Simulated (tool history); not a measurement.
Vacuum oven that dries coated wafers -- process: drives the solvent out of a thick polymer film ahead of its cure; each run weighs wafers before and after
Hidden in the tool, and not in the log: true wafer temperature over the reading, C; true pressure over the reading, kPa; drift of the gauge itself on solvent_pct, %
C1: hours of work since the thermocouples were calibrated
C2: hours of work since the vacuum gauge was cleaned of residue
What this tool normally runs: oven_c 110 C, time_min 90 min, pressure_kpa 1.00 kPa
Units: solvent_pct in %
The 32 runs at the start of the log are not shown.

{"run": 33, "hour": 1013.0, "oven_c": 122, "time_min": 53, "pressure_kpa": 2.03, "C1": 1071, "C2": 916, "solvent_pct": 1.34}
{"run": 34, "hour": 1046.9, "oven_c": 122, "time_min": 53, "pressure_kpa": 2.03, "C1": 1088, "C2": 934, "solvent_pct": 1.34}
{"run": 35, "hour": 1076.9, "oven_c": 119, "time_min": 60, "pressure_kpa": 1.99, "C1": 1104, "C2": 949, "solvent_pct": 1.44}
{"run": 36, "hour": 1109.4, "oven_c": 117, "time_min": 50, "pressure_kpa": 1.46, "C1": 1120, "C2": 966, "solvent_pct": 2.12}
{"hour": 1113.7, "done": "oven's thermocouples calibrated"}
{"run": 37, "hour": 1143.9, "oven_c": 107, "time_min": 132, "pressure_kpa": 0.57, "C1": 16, "C2": 983, "solvent_pct": 0.89}
{"run": 38, "hour": 1171.4, "oven_c": 121, "time_min": 113, "pressure_kpa": 0.54, "C1": 30, "C2": 997, "solvent_pct": 0.14}
{"run": 39, "hour": 1214.3, "oven_c": 106, "time_min": 113, "pressure_kpa": 0.89, "C1": 52, "C2": 1019, "solvent_pct": 1.45}
{"run": 40, "hour": 1234.1, "oven_c": 97, "time_min": 107, "pressure_kpa": 0.51, "C1": 62, "C2": 1030, "solvent_pct": 3.25}
{"run": 41, "hour": 1253.4, "oven_c": 97, "time_min": 107, "pressure_kpa": 0.51, "C1": 72, "C2": 1039, "solvent_pct": 3.3}
{"run": 42, "hour": 1284.2, "oven_c": 97, "time_min": 107, "pressure_kpa": 0.51, "C1": 88, "C2": 1055, "solvent_pct": 3.28}
{"run": 43, "hour": 1311.4, "oven_c": 110, "time_min": 90, "pressure_kpa": 3.94, "C1": 102, "C2": 1069, "solvent_pct": 2.3}
{"run": 44, "hour": 1343.8, "oven_c": 96, "time_min": 78, "pressure_kpa": 0.91, "C1": 119, "C2": 1086, "solvent_pct": 4.88}
{"run": 45, "hour": 1368.0, "oven_c": 96, "time_min": 78, "pressure_kpa": 0.91, "C1": 132, "C2": 1099, "solvent_pct": 4.91}
{"run": 46, "hour": 1406.9, "oven_c": 103, "time_min": 100, "pressure_kpa": 3.29, "C1": 152, "C2": 1119, "solvent_pct": 3.08}
{"run": 47, "hour": 1425.7, "oven_c": 101, "time_min": 90, "pressure_kpa": 2.45, "C1": 161, "C2": 1129, "solvent_pct": 3.68}

Here are 3 independent what-if runs from the current tool condition. What would each one return?
{"run": "A", "hour": 1458.4, "oven_c": 110, "time_min": 90, "pressure_kpa": 0.62, "C1": 178, "C2": 1145, "solvent_pct": "?"}
{"run": "B", "hour": 1458.4, "oven_c": 110, "time_min": 90, "pressure_kpa": 1.07, "C1": 178, "C2": 1145, "solvent_pct": "?"}
{"run": "C", "hour": 1458.4, "oven_c": 99, "time_min": 127, "pressure_kpa": 2.45, "C1": 178, "C2": 1145, "solvent_pct": "?"}

run=A solvent_pct=1.37
run=B solvent_pct=1.49
run=C solvent_pct=2.98
Stripped of hidden state, with their random variation kept, the same runs would have yielded:
run=A solvent_pct=1.36
run=B solvent_pct=1.48
run=C solvent_pct=2.97
